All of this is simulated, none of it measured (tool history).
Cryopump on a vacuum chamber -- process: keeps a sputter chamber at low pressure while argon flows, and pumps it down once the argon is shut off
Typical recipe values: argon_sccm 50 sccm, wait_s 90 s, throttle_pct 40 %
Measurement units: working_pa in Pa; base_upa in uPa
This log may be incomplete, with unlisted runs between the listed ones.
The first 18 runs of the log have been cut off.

run    hour  argon_sccm  wait_s  throttle_pct  hours of work since the pump was warmed up and emptied  hours of work since the cold head was overhauled  hours of work since the chamber's fittings were tightened  working_pa  base_upa
 19   711.9          42     220            44                                                     868                                               868                                                       1711      0.0876       0.5
 20   760.3          42     220            44                                                     901                                               901                                                       1744      0.0878      0.49
 21     806          69     212            40                                                     932                                               932                                                       1774      0.1569      0.55
      813.5  -- pump warmed up, emptied and cooled again
 22     844          28     101            24                                                      21                                               954                                                       1797      0.0998      0.57
 23   897.8          28     147            32                                                      57                                               990                                                       1833      0.0746      0.51
 24   942.3          28     147            32                                                      87                                              1020                                                       1863      0.0753      0.53
 25   997.4          28     147            32                                                     124                                              1057                                                       1900      0.0762      0.55
 26  1042.4          60     186            21                                                     154                                              1088                                                       1930      0.2454       0.5
 27  1067.3          33     215            28                                                     171                                              1105                                                       1947      0.1013      0.47
 28  1095.3          21      99            45                                                     190                                              1123                                                       1966      0.0413       0.6
 29  1144.3          21      99            45                                                     223                                              1156                                                       1999      0.0403      0.57
 30    1176          39     159            40                                                     244                                              1178                                                       2020      0.0843      0.54
 31  1201.3          75      90            17                                                     261                                              1195                                                       2037       0.381      0.62
 32  1233.7          75      90            17                                                     283                                              1217                                                       2059      0.3786       0.6
 33  1258.6          75      90            17                                                     300                                              1233                                                       2076      0.3793       0.6
 34  1292.7          57     169            17                                                     323                                              1256                                                       2099      0.2892       0.5
 35  1330.9          57     169            17                                                     349                                              1282                                                       2125      0.2902      0.59

Below are 3 alternative next runs, each starting from the tool's condition after run 35. Predict each:
  A  1374.5          47      90            32                                                     378                                              1311                                                       2154           ?         ?
  B  1374.5          50      24            40                                                     378                                              1311                                                       2154           ?         ?
  C  1374.5          41     105            22                                                     378                                              1311                                                       2154           ?         ?

run  working_pa  base_upa
  A      0.1277      0.63
  B      0.1111       1.1
  C      0.1616      0.59
Had the tool no hidden state, the same runs would have come out as:
run  working_pa  base_upa
  A      0.1249      0.33
  B      0.1082      0.79
  C      0.1592      0.29
